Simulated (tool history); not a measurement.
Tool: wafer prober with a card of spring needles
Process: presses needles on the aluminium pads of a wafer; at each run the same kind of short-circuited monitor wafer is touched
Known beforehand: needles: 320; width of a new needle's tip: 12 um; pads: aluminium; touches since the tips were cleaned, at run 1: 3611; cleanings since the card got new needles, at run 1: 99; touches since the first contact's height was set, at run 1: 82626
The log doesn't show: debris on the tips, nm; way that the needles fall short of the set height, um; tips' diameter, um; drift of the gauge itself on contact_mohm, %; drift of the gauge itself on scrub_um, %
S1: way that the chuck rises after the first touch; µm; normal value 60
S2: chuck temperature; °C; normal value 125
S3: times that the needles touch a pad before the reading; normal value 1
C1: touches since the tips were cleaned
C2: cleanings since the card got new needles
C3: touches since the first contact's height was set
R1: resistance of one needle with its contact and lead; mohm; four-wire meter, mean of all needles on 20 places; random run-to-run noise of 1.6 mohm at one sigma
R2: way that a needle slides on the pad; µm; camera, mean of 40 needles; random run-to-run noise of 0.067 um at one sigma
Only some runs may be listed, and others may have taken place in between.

{"run": 1, "hour": 0.0, "S1": 60, "S2": 125, "S3": 1, "C1": 3611, "C2": 99, "C3": 82626, "R1": 149, "R2": 15.37}
{"hour": 3.9, "done": "tips cleaned on abrasive film"}
{"hour": 11.5, "done": "tips cleaned on abrasive film"}
{"hour": 21.1, "done": "tips cleaned on abrasive film"}
{"hour": 30.6, "done": "tips cleaned on abrasive film"}
{"run": 2, "hour": 37.7, "S1": 60, "S2": 125, "S3": 1, "C1": 4630, "C2": 103, "C3": 107010, "R1": 149, "R2": 15.46}
{"hour": 39.7, "done": "tips cleaned on abrasive film"}
{"hour": 47.3, "done": "tips cleaned on abrasive film"}
{"hour": 56.9, "done": "tips cleaned on abrasive film"}
{"hour": 60.9, "done": "height of the first contact set anew"}
{"run": 3, "hour": 63.1, "S1": 60, "S2": 125, "S3": 1, "C1": 3914, "C2": 106, "C3": 1444, "R1": 149, "R2": 15.45}
{"hour": 65.1, "done": "tips cleaned on abrasive film"}
{"hour": 72.8, "done": "tips cleaned on abrasive film"}
{"hour": 82.3, "done": "tips cleaned on abrasive film"}
{"hour": 90.0, "done": "tips cleaned on abrasive film"}
{"run": 4, "hour": 91.0, "S1": 48, "S2": 125, "S3": 1, "C1": 682, "C2": 110, "C3": 19408, "R1": 150, "R2": 12.33}
{"hour": 98.7, "done": "tips cleaned on abrasive film"}
{"hour": 106.3, "done": "tips cleaned on abrasive film"}
{"hour": 115.9, "done": "tips cleaned on abrasive film"}
{"hour": 123.5, "done": "tips cleaned on abrasive film"}
{"hour": 131.2, "done": "tips cleaned on abrasive film"}
{"hour": 140.7, "done": "tips cleaned on abrasive film"}
{"run": 5, "hour": 143.0, "S1": 60, "S2": 125, "S3": 1, "C1": 1542, "C2": 116, "C3": 53050, "R1": 150, "R2": 15.31}
{"hour": 148.8, "done": "tips cleaned on abrasive film"}
{"hour": 156.5, "done": "tips cleaned on abrasive film"}
{"hour": 166.0, "done": "tips cleaned on abrasive film"}
{"hour": 175.5, "done": "tips cleaned on abrasive film"}
{"run": 6, "hour": 176.7, "S1": 60, "S2": 62, "S3": 1, "C1": 755, "C2": 120, "C3": 74794, "R1": 137, "R2": 15.54}
{"hour": 184.3, "done": "tips cleaned on abrasive film"}
{"hour": 192.0, "done": "tips cleaned on abrasive film"}
{"hour": 201.5, "done": "tips cleaned on abrasive film"}
{"run": 7, "hour": 207.7, "S1": 60, "S2": 62, "S3": 1, "C1": 4055, "C2": 123, "C3": 94898, "R1": 138, "R2": 15.49}
{"hour": 209.7, "done": "tips cleaned on abrasive film"}
{"hour": 217.4, "done": "tips cleaned on abrasive film"}
{"hour": 226.9, "done": "tips cleaned on abrasive film"}
{"hour": 234.6, "done": "tips cleaned on abrasive film"}
{"run": 8, "hour": 240.4, "S1": 60, "S2": 125, "S3": 1, "C1": 3810, "C2": 127, "C3": 115991, "R1": 150, "R2": 15.34}
{"hour": 242.4, "done": "tips cleaned on abrasive film"}
{"hour": 250.2, "done": "height of the first contact set anew"}
{"hour": 252.2, "done": "tips cleaned on abrasive film"}
{"hour": 261.7, "done": "tips cleaned on abrasive film"}
{"hour": 269.4, "done": "tips cleaned on abrasive film"}
{"hour": 277.0, "done": "tips cleaned on abrasive film"}
{"hour": 286.6, "done": "tips cleaned on abrasive film"}
{"hour": 295.1, "done": "tips cleaned on abrasive film"}
{"run": 9, "hour": 295.1, "S1": 72, "S2": 125, "S3": 1, "C1": 0, "C2": 134, "C3": 28967, "R1": 146, "R2": 18.68}
{"hour": 302.8, "done": "tips cleaned on abrasive film"}
{"hour": 312.3, "done": "tips cleaned on abrasive film"}
{"hour": 319.9, "done": "tips cleaned on abrasive film"}
{"hour": 329.5, "done": "tips cleaned on abrasive film"}
{"run": 10, "hour": 336.1, "S1": 60, "S2": 125, "S3": 1, "C1": 4314, "C2": 138, "C3": 55506, "R1": 149, "R2": 15.45}
{"hour": 338.1, "done": "tips cleaned on abrasive film"}
{"hour": 347.6, "done": "tips cleaned on abrasive film"}
{"hour": 355.3, "done": "tips cleaned on abrasive film"}
{"hour": 364.8, "done": "tips cleaned on abrasive film"}
{"run": 11, "hour": 369.7, "S1": 60, "S2": 125, "S3": 1, "C1": 3236, "C2": 142, "C3": 77262, "R1": 148, "R2": 15.43}
{"hour": 373.6, "done": "tips cleaned on abrasive film"}
{"hour": 383.2, "done": "tips cleaned on abrasive film"}
{"hour": 392.7, "done": "tips cleaned on abrasive film"}
{"run": 12, "hour": 396.6, "S1": 60, "S2": 59, "S3": 1, "C1": 2573, "C2": 145, "C3": 94651, "R1": 137, "R2": 15.42}
{"hour": 400.5, "done": "tips cleaned on abrasive film"}
{"hour": 408.2, "done": "tips cleaned on abrasive film"}
{"hour": 417.7, "done": "tips cleaned on abrasive film"}
{"run": 13, "hour": 420.1, "S1": 52, "S2": 33, "S3": 2, "C1": 1590, "C2": 148, "C3": 109825, "R1": 134, "R2": 13.43}
{"hour": 425.9, "done": "tips cleaned on abrasive film"}
{"hour": 435.4, "done": "tips cleaned on abrasive film"}
{"hour": 439.5, "done": "height of the first contact set anew"}
{"hour": 445.3, "done": "tips cleaned on abrasive film"}
{"hour": 454.8, "done": "tips cleaned on abrasive film"}
{"run": 14, "hour": 456.6, "S1": 51, "S2": 33, "S3": 2, "C1": 1167, "C2": 152, "C3": 11043, "R1": 133, "R2": 13.14}
{"hour": 464.2, "done": "tips cleaned on abrasive film"}
{"hour": 473.8, "done": "tips cleaned on abrasive film"}
{"hour": 483.3, "done": "tips cleaned on abrasive film"}
{"hour": 491.0, "done": "tips cleaned on abrasive film"}
{"hour": 499.7, "done": "tips cleaned on abrasive film"}
{"run": 15, "hour": 499.7, "S1": 42, "S2": 33, "S3": 2, "C1": 0, "C2": 157, "C3": 38884, "R1": 136, "R2": 10.77}
{"hour": 509.2, "done": "tips cleaned on abrasive film"}
{"hour": 516.9, "done": "tips cleaned on abrasive film"}
{"hour": 526.4, "done": "tips cleaned on abrasive film"}
{"hour": 534.0, "done": "tips cleaned on abrasive film"}
{"run": 16, "hour": 536.2, "S1": 60, "S2": 110, "S3": 2, "C1": 1424, "C2": 161, "C3": 62531, "R1": 145, "R2": 15.48}
{"hour": 542.0, "done": "tips cleaned on abrasive film"}
{"hour": 551.5, "done": "tips cleaned on abrasive film"}
{"hour": 559.2, "done": "tips cleaned on abrasive film"}
{"hour": 568.7, "done": "tips cleaned on abrasive film"}
{"hour": 578.3, "done": "tips cleaned on abrasive film"}
{"hour": 587.8, "done": "tips cleaned on abrasive film"}
{"run": 17, "hour": 591.5, "S1": 60, "S2": 39, "S3": 1, "C1": 2394, "C2": 167, "C3": 98263, "R1": 133, "R2": 15.38}
{"hour": 597.2, "done": "tips cleaned on abrasive film"}
{"hour": 604.9, "done": "tips cleaned on abrasive film"}
{"hour": 614.4, "done": "tips cleaned on abrasive film"}
{"run": 18, "hour": 615.1, "S1": 64, "S2": 44, "S3": 3, "C1": 422, "C2": 170, "C3": 113500, "R1": 135, "R2": 16.45}
{"hour": 622.7, "done": "tips cleaned on abrasive film"}
{"hour": 628.7, "done": "height of the first contact set anew"}
{"hour": 632.5, "done": "tips cleaned on abrasive film"}
{"hour": 642.1, "done": "tips cleaned on abrasive film"}
{"hour": 649.7, "done": "tips cleaned on abrasive film"}
{"hour": 659.3, "done": "tips cleaned on abrasive film"}
{"run": 19, "hour": 666.4, "S1": 64, "S2": 44, "S3": 3, "C1": 4657, "C2": 175, "C3": 24410, "R1": 132, "R2": 16.48}
{"hour": 668.4, "done": "tips cleaned on abrasive film"}
{"hour": 676.0, "done": "tips cleaned on abrasive film"}
{"hour": 685.6, "done": "tips cleaned on abrasive film"}
{"hour": 695.1, "done": "tips cleaned on abrasive film"}
{"run": 20, "hour": 697.9, "S1": 60, "S2": 29, "S3": 1, "C1": 1795, "C2": 179, "C3": 44724, "R1": 133, "R2": 15.46}
{"hour": 703.6, "done": "tips cleaned on abrasive film"}
{"hour": 713.2, "done": "tips cleaned on abrasive film"}
{"hour": 720.8, "done": "tips cleaned on abrasive film"}
{"hour": 730.3, "done": "tips cleaned on abrasive film"}
{"hour": 739.9, "done": "tips cleaned on abrasive film"}
{"hour": 747.5, "done": "tips cleaned on abrasive film"}
{"run": 21, "hour": 748.2, "S1": 60, "S2": 29, "S3": 1, "C1": 463, "C2": 185, "C3": 77286, "R1": 134, "R2": 15.42}
{"hour": 755.9, "done": "tips cleaned on abrasive film"}
{"hour": 765.4, "done": "tips cleaned on abrasive film"}
{"hour": 775.0, "done": "tips cleaned on abrasive film"}
{"hour": 782.6, "done": "tips cleaned on abrasive film"}
{"hour": 792.2, "done": "tips cleaned on abrasive film"}
{"run": 22, "hour": 799.6, "S1": 60, "S2": 89, "S3": 1, "C1": 4837, "C2": 190, "C3": 110521, "R1": 145, "R2": 15.39}
{"hour": 801.5, "done": "tips cleaned on abrasive film"}
{"hour": 811.1, "done": "tips cleaned on abrasive film"}
{"hour": 817.0, "done": "height of the first contact set anew"}
{"hour": 820.9, "done": "tips cleaned on abrasive film"}
{"hour": 830.5, "done": "tips cleaned on abrasive film"}
{"run": 23, "hour": 835.4, "S1": 60, "S2": 38, "S3": 1, "C1": 3220, "C2": 194, "C3": 11862, "R1": 133, "R2": 15.36}
{"hour": 839.3, "done": "tips cleaned on abrasive film"}
{"hour": 848.8, "done": "tips cleaned on abrasive film"}
{"hour": 858.3, "done": "tips cleaned on abrasive film"}
{"hour": 867.9, "done": "tips cleaned on abrasive film"}
{"hour": 875.5, "done": "tips cleaned on abrasive film"}
{"run": 24, "hour": 881.7, "S1": 60, "S2": 38, "S3": 1, "C1": 4011, "C2": 199, "C3": 41800, "R1": 135, "R2": 15.42}

5 options for the next run, each taken on its own from the tool as it stands now. Forecast them:
{"hour": 883.6, "done": "tips cleaned on abrasive film"}
{"hour": 891.3, "done": "tips cleaned on abrasive film"}
{"hour": 900.8, "done": "tips cleaned on abrasive film"}
{"hour": 908.5, "done": "tips cleaned on abrasive film"}
{"run": "A", "hour": 908.5, "S1": 64, "S2": 92, "S3": 2, "C1": 16, "C2": 203, "C3": 59102, "R1": "?", "R2": "?"}
{"hour": 883.6, "done": "tips cleaned on abrasive film"}
{"hour": 891.3, "done": "tips cleaned on abrasive film"}
{"hour": 900.8, "done": "tips cleaned on abrasive film"}
{"hour": 908.5, "done": "tips cleaned on abrasive film"}
{"run": "B", "hour": 908.5, "S1": 43, "S2": 38, "S3": 1, "C1": 16, "C2": 203, "C3": 59102, "R1": "?", "R2": "?"}
{"hour": 883.6, "done": "tips cleaned on abrasive film"}
{"hour": 891.3, "done": "tips cleaned on abrasive film"}
{"hour": 900.8, "done": "tips cleaned on abrasive film"}
{"hour": 908.5, "done": "tips cleaned on abrasive film"}
{"run": "C", "hour": 908.5, "S1": 49, "S2": 75, "S3": 1, "C1": 16, "C2": 203, "C3": 59102, "R1": "?", "R2": "?"}
{"hour": 883.6, "done": "tips cleaned on abrasive film"}
{"hour": 891.3, "done": "tips cleaned on abrasive film"}
{"hour": 900.8, "done": "tips cleaned on abrasive film"}
{"hour": 908.5, "done": "tips cleaned on abrasive film"}
{"run": "D", "hour": 908.5, "S1": 60, "S2": 79, "S3": 1, "C1": 16, "C2": 203, "C3": 59102, "R1": "?", "R2": "?"}
{"hour": 883.6, "done": "tips cleaned on abrasive film"}
{"hour": 891.3, "done": "tips cleaned on abrasive film"}
{"hour": 900.8, "done": "tips cleaned on abrasive film"}
{"hour": 908.5, "done": "tips cleaned on abrasive film"}
{"run": "E", "hour": 908.5, "S1": 60, "S2": 125, "S3": 1, "C1": 16, "C2": 203, "C3": 59102, "R1": "?", "R2": "?"}

run=A R1=143 R2=16.44
run=B R1=138 R2=11.02
run=C R1=140 R2=12.55
run=D R1=143 R2=15.46
run=E R1=150 R2=15.50
Had the tool no hidden state, the same runs would have come out as:
run=A R1=143 R2=16.44
run=B R1=138 R2=11.02
run=C R1=140 R2=12.55
run=D R1=143 R2=15.46
run=E R1=150 R2=15.50
